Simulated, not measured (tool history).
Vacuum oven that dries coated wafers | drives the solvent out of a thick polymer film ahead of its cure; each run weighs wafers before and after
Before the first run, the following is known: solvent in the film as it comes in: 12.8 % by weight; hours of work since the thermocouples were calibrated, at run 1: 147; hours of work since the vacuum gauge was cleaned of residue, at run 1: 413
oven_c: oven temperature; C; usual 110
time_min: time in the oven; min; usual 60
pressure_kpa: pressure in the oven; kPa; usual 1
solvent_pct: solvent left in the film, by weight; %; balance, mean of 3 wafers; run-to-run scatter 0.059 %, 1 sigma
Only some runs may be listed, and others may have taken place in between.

run   hour  oven_c  time_min  pressure_kpa  hours of work since the thermocouples were calibrated  hours of work since the vacuum gauge was cleaned of residue  solvent_pct
  1      0     110        60             1                                                    147                                                          413         3.33
  2   12.1     113        60             1                                                    156                                                          423         2.88
  3   28.9     110        60             1                                                    169                                                          435         3.32
  4   43.3     110        60             1                                                    180                                                          446          3.2
  5   53.9     110        60             1                                                    188                                                          454         3.22
  6   69.4     110        60           2.9                                                    200                                                          466         5.89
  7   86.2     110        60           2.9                                                    212                                                          479          5.9
  8   93.6     110        60           2.9                                                    218                                                          485         5.83
  9  109.2     110        60           2.9                                                    230                                                          496         5.71
 10    121     110        60           2.9                                                    239                                                          505         5.81
 11    131     102        60             1                                                    247                                                          513         4.51
 12  144.6     110        60             1                                                    257                                                          523         3.33
 13  159.4     110        60             1                                                    268                                                          535         3.25
 14  172.2     110        60             1                                                    278                                                          544         3.28
 15  182.6     110        60          2.42                                                    286                                                          552         5.29
 16  195.8     110        60          2.42                                                    296                                                          562         5.29
 17  203.9     102        60             1                                                    302                                                          569         4.65
 18    221     103        60             1                                                    315                                                          582         4.39
 19  238.3     103        60             1                                                    328                                                          595          4.5
 20    246     110        60             1                                                    334                                                          601         3.26
 21  258.6     102        60             1                                                    344                                                          610         4.71
 22  275.9     102        60             1                                                    357                                                          623         4.68
 23    293     102        60             1                                                    370                                                          636         4.74
 24  304.4     102        60           2.4                                                    379                                                          645         6.99
 25  316.8     110        31           2.1                                                    388                                                          655         6.56
 26  331.5     100        56          0.98                                                    399                                                          666         5.32
 27  343.6     101        60          0.94                                                    408                                                          675         4.85
 28  360.7     102        32          1.46                                                    421                                                          688         7.17
 29  375.9     117        45          1.46                                                    433                                                          700         3.63
 30  392.3     117        45          1.46                                                    446                                                          712         3.68
 31    400     117        45          1.46                                                    451                                                          718         3.74
 32  412.3      99        32          2.61                                                    461                                                          727         9.35
 33  425.6     117        32          0.52                                                    471                                                          737         3.75
 34  434.7     117        32          0.52                                                    478                                                          744         3.77
 35  444.3     110        42          0.57                                                    485                                                          752         3.99
 36  455.5     116        60          3.48                                                    494                                                          760         5.41
 37  466.7     123        47          0.77                                                    502                                                          769         2.09
 38  479.8     119        80           2.6                                                    512                                                          779          3.5
 39  497.5     119        80           2.6                                                    526                                                          792         3.55
 40  514.3     110        84          0.95                                                    538                                                          805         2.63
 41    522      96        46          0.92                                                    544                                                          811         6.37
 42  539.8     110        76             1                                                    558                                                          824         2.87
 43    550     110        76             1                                                    566                                                          832         3.05
 44  565.2     107        30          2.09                                                    577                                                          844         7.32
 45  576.6     117        78          0.83                                                    586                                                          852         1.83
 46  584.7     113        37          2.52                                                    592                                                          859         6.21
 47  598.5     113        37          2.52                                                    603                                                          869            6

Table of differences, measured result less the result of that run with no hidden state. Run-to-run variation is the same in both. Gauge scatter possibly is not:
The tool's hidden condition here consists of: true wafer temperature over the reading, C; true pressure over the reading, kPa; drift of the gauge itself on solvent_pct, %.
run  solvent_pct
  1        +0.18
  2        +0.18
  3         +0.2
  4        +0.19
  5        +0.21
  6        +0.22
  7        +0.23
  8        +0.24
  9        +0.24
 10        +0.25
 11        +0.29
 12        +0.24
 13        +0.25
 14        +0.25
 15        +0.27
 16        +0.28
 17        +0.32
 18        +0.33
 19        +0.34
 20        +0.29
 21        +0.36
 22        +0.37
 23        +0.38
 24        +0.41
 25        +0.28
 26        +0.41
 27        +0.42
 28        +0.34
 29        +0.29
 30        +0.31
 31         +0.3
 32         +0.4
 33        +0.28
 34        +0.29
 35        +0.36
 36        +0.38
 37        +0.27
 38        +0.34
 39        +0.35
 40        +0.42
 41        +0.51
 42        +0.43
 43        +0.46
 44        +0.41
 45        +0.37
 46        +0.43
 47        +0.42
